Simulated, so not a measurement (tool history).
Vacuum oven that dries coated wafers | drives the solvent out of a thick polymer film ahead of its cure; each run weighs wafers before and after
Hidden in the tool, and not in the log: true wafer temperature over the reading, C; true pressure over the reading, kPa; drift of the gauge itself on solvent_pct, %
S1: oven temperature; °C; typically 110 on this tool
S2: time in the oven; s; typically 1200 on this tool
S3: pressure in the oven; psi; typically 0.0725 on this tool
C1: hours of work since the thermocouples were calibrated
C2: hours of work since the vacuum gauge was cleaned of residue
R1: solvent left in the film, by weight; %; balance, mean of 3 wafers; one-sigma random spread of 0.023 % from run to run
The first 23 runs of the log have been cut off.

Run 24, hour 1893.8: usual settings but S1 125 °C; C1 1005; C2 1892. Result: R1 0.55 %.
Run 25, hour 1992.2: usual settings but S1 117 °C, S2 660 s; C1 1058; C2 1946. Result: R1 3.38 %.
Run 26, hour 2109.0: usual settings but S1 103 °C, S3 0.1933 psi; C1 1122; C2 2010. Result: R1 5.80 %.
Run 27, hour 2226.5: usual settings but S1 103 °C, S3 0.1933 psi; C1 1186; C2 2074. Result: R1 5.79 %.
Run 28, hour 2335.2: usual settings but S1 112 °C, S2 600 s, S3 0.0789 psi; C1 1245; C2 2133. Result: R1 5.58 %.
Run 29, hour 2397.1: usual settings but S1 103 °C, S2 1860 s, S3 0.1970 psi; C1 1279; C2 2166. Result: R1 3.82 %.
Run 30, hour 2501.4: usual settings but S1 107 °C, S2 720 s, S3 0.0595 psi; C1 1335; C2 2223. Result: R1 6.40 %.
Run 31, hour 2599.2: usual settings but S1 107 °C, S2 720 s, S3 0.0595 psi; C1 1389; C2 2276. Result: R1 6.38 %.
Run 32, hour 2684.1: usual settings but S1 107 °C, S2 720 s, S3 0.0595 psi; C1 1435; C2 2323. Result: R1 6.41 %.
Run 33, hour 2745.9: usual settings but S1 107 °C, S2 780 s, S3 0.0595 psi; C1 1468; C2 2356. Result: R1 5.94 %.
Run 34, hour 2814.6: usual settings but S1 107 °C, S2 780 s, S3 0.0595 psi; C1 1506; C2 2394. Result: R1 5.97 %.
Run 35, hour 2867.3: usual settings but S1 107 °C, S2 780 s, S3 0.0595 psi; C1 1534; C2 2422. Result: R1 5.93 %.
At hour 2875.0: vacuum gauge cleaned of residue and calibrated.
Run 36, hour 2954.3: usual settings but S1 107 °C, S2 780 s, S3 0.0595 psi; C1 1581; C2 43. Result: R1 5.58 %.
Run 37, hour 3021.5: usual settings but S2 1320 s, S3 0.1276 psi; C1 1618; C2 80. Result: R1 2.35 %.
Run 38, hour 3089.2: usual settings but S2 1320 s, S3 0.1276 psi; C1 1654; C2 117. Result: R1 2.31 %.
At hour 3099.1: oven's thermocouples calibrated.
Run 39, hour 3139.6: usual settings but S2 1320 s, S3 0.0928 psi; C1 22; C2 143. Result: R1 2.46 %.
Run 40, hour 3224.6: usual settings but S2 1320 s, S3 0.0928 psi; C1 68; C2 189. Result: R1 2.50 %.
Run 41, hour 3276.5: usual settings but S1 111 °C, S2 720 s, S3 0.1204 psi; C1 97; C2 217. Result: R1 5.13 %.
Run 42, hour 3338.8: usual settings but S1 111 °C, S2 720 s, S3 0.1204 psi; C1 130; C2 251. Result: R1 5.14 %.
Run 43, hour 3400.1: usual settings but S2 660 s, S3 0.1260 psi; C1 164; C2 285. Result: R1 6.04 %.
Run 44, hour 3479.6: usual settings but S1 103 °C, S3 0.1136 psi; C1 207; C2 328. Result: R1 5.41 %.

Run 45, settings as shown, results not yet in. Your forecast:
Run 45, hour 3533.7: usual settings but S2 900 s; C1 237; C2 357. Result: R1 ?.

{"run 45": {"R1": 4.14}}
Had the tool carried no hidden state, the very same run would have given R1 4.16 %.
